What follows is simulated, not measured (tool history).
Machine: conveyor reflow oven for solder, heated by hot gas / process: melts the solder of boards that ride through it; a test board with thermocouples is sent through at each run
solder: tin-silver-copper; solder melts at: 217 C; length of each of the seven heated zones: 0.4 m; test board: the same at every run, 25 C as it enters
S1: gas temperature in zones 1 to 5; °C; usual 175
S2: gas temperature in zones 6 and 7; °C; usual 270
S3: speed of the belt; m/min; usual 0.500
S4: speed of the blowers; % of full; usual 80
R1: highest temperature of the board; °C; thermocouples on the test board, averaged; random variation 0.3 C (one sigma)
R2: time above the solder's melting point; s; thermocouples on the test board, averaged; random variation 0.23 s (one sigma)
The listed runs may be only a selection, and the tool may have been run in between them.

run 1 day=0.000 | S1=175 S2=270 S3=0.500 S4=80 | R1=260.0 R2=80.6
run 2 day=0.458 | S1=175 S2=272 S3=0.500 S4=80 | R1=261.6 R2=81.7
run 3 day=0.950 | S1=175 S2=272 S3=0.500 S4=80 | R1=261.5 R2=81.8
run 4 day=1.475 | S1=175 S2=272 S3=0.500 S4=80 | R1=261.4 R2=81.9
run 5 day=2.062 | S1=175 S2=272 S3=0.500 S4=80 | R1=261.0 R2=81.1
run 6 day=2.475 | S1=175 S2=272 S3=0.500 S4=80 | R1=261.6 R2=81.7
run 7 day=2.792 | S1=175 S2=272 S3=0.500 S4=71 | R1=260.5 R2=79.8
run 8 day=3.396 | S1=175 S2=272 S3=0.500 S4=71 | R1=259.7 R2=79.9
run 9 day=3.892 | S1=175 S2=272 S3=0.500 S4=71 | R1=260.0 R2=80.0
run 10 day=4.296 | S1=175 S2=272 S3=0.500 S4=71 | R1=260.1 R2=79.8
run 11 day=4.842 | S1=175 S2=272 S3=0.500 S4=71 | R1=259.5 R2=79.8
run 12 day=5.412 | S1=175 S2=272 S3=0.500 S4=71 | R1=259.5 R2=80.0
run 13 day=5.808 | S1=175 S2=270 S3=0.418 S4=80 | R1=262.5 R2=100.0
run 14 day=6.417 | S1=162 S2=270 S3=0.500 S4=80 | R1=257.4 R2=74.0
run 15 day=6.921 | S1=175 S2=284 S3=0.500 S4=80 | R1=271.9 R2=87.7
run 16 day=7.321 | S1=175 S2=284 S3=0.500 S4=80 | R1=272.3 R2=87.2
run 17 day=7.821 | S1=175 S2=284 S3=0.500 S4=80 | R1=271.9 R2=87.3
run 18 day=8.358 | S1=161 S2=284 S3=0.572 S4=78 | R1=265.5 R2=67.9
run 19 day=8.775 | S1=170 S2=284 S3=0.464 S4=78 | R1=273.2 R2=92.7
run 20 day=9.317 | S1=170 S2=284 S3=0.464 S4=78 | R1=272.9 R2=93.3
run 21 day=9.642 | S1=175 S2=270 S3=0.514 S4=80 | R1=258.1 R2=77.0
run 22 day=10.067 | S1=175 S2=271 S3=0.570 S4=80 | R1=255.9 R2=67.2
run 23 day=10.583 | S1=175 S2=271 S3=0.570 S4=80 | R1=256.2 R2=67.3
run 24 day=11.062 | S1=176 S2=271 S3=0.583 S4=76 | R1=254.6 R2=64.7
run 25 day=11.646 | S1=176 S2=271 S3=0.583 S4=76 | R1=254.7 R2=64.2
run 26 day=12.262 | S1=176 S2=271 S3=0.583 S4=76 | R1=254.3 R2=64.4
run 27 day=12.746 | S1=176 S2=271 S3=0.583 S4=76 | R1=254.7 R2=64.7
run 28 day=12.996 | S1=175 S2=281 S3=0.500 S4=80 | R1=268.8 R2=85.8
run 29 day=13.454 | S1=189 S2=270 S3=0.408 S4=80 | R1=263.6 R2=110.7
run 30 day=13.958 | S1=189 S2=270 S3=0.408 S4=80 | R1=263.2 R2=109.8

Below are 3 alternative next runs, each starting from the tool's condition after run 30. Predict each:
run A day=14.462 | S1=165 S2=262 S3=0.408 S4=80 | R1=? R2=?
run B day=14.462 | S1=178 S2=275 S3=0.408 S4=80 | R1=? R2=?
run C day=14.462 | S1=175 S2=258 S3=0.550 S4=80 | R1=? R2=?

run=A R1=254.4 R2=91.6
run=B R1=267.9 R2=106.4
run=C R1=244.8 R2=60.5
With the hidden condition removed and each run's random variation left untouched, the same runs would have given:
run=A R1=256.6 R2=93.5
run=B R1=270.0 R2=107.2
run=C R1=247.2 R2=62.9
